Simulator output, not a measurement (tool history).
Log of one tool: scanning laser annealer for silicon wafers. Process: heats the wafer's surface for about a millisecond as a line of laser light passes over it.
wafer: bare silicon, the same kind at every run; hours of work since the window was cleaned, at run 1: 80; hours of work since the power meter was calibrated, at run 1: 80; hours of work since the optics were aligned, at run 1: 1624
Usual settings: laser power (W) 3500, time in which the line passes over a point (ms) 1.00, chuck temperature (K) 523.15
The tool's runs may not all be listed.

run,hour,laser power (W),time in which the line passes over a point (ms),chuck temperature (K),hours of work since the window was cleaned,hours of work since the power meter was calibrated,hours of work since the optics were aligned,highest temperature of the surface (K)
1,0.0,3500,1.00,523.15,80,80,1624,1297.15
2,16.1,3500,1.00,523.15,86,86,1630,1301.15
3,38.8,3500,0.91,523.15,96,96,1640,1270.15
4,56.3,3500,1.00,500.15,103,103,1647,1272.15
5,74.4,3500,1.00,523.15,110,110,1654,1296.15
6,91.4,3500,1.00,523.15,117,117,1661,1299.15
7,108.1,3500,1.00,523.15,124,124,1668,1296.15
8,118.6,3500,1.00,523.15,129,129,1672,1297.15
9,143.0,3796,1.00,523.15,139,139,1683,1379.15
10,153.2,3500,0.79,523.15,143,143,1687,1218.15
11,173.0,3500,0.79,523.15,151,151,1695,1216.15
12,187.8,3500,1.00,523.15,157,157,1701,1293.15
13,199.5,3118,1.00,523.15,162,162,1706,1195.15
14,213.3,3500,1.00,523.15,168,168,1711,1294.15
15,224.6,3500,1.00,523.15,172,172,1716,1296.15
16,243.9,3086,1.00,523.15,180,180,1724,1186.15
17,256.7,3500,1.00,523.15,185,185,1729,1291.15
18,277.8,3500,1.00,523.15,194,194,1738,1294.15
19,301.5,3530,0.71,558.15,204,204,1748,1222.15
20,322.7,3530,0.71,558.15,213,213,1756,1220.15
21,342.2,3530,1.14,558.15,221,221,1765,1383.15
22,353.3,3530,1.14,558.15,225,225,1769,1384.15
# hour 358.6: laser's power meter calibrated
# hour 375.0: optics aligned, line set to its width
23,375.3,3530,1.14,558.15,231,5,0,1415.15
24,395.7,3831,1.14,494.15,239,13,9,1441.15
25,417.8,3809,0.84,493.15,248,22,18,1307.15
26,428.4,3809,0.84,493.15,253,27,22,1310.15
27,448.8,3809,0.84,493.15,261,35,30,1306.15
28,469.6,3099,1.10,533.15,270,44,39,1249.15
29,483.4,3099,1.10,533.15,275,49,45,1252.15
30,498.9,3238,0.74,557.15,282,56,51,1187.15
# hour 504.0: laser's power meter calibrated, once more
31,513.7,3827,1.11,526.15,287,4,56,1446.15
32,535.3,3705,1.12,517.15,296,13,65,1402.15
33,550.5,3692,1.12,539.15,302,19,71,1424.15

3 ways to go on from here, each from the tool as it stands after run 33. What would each give?
A,560.9,3692,1.09,531.15,306,23,75,?
B,560.9,3692,0.76,494.15,306,23,75,?
C,560.9,3692,1.01,539.15,306,23,75,?

run,highest temperature of the surface (K)
A,1402.15
B,1233.15
C,1383.15
Without the tool's hidden state the same runs would have given:
run,highest temperature of the surface (K)
A,1424.15
B,1252.15
C,1405.15
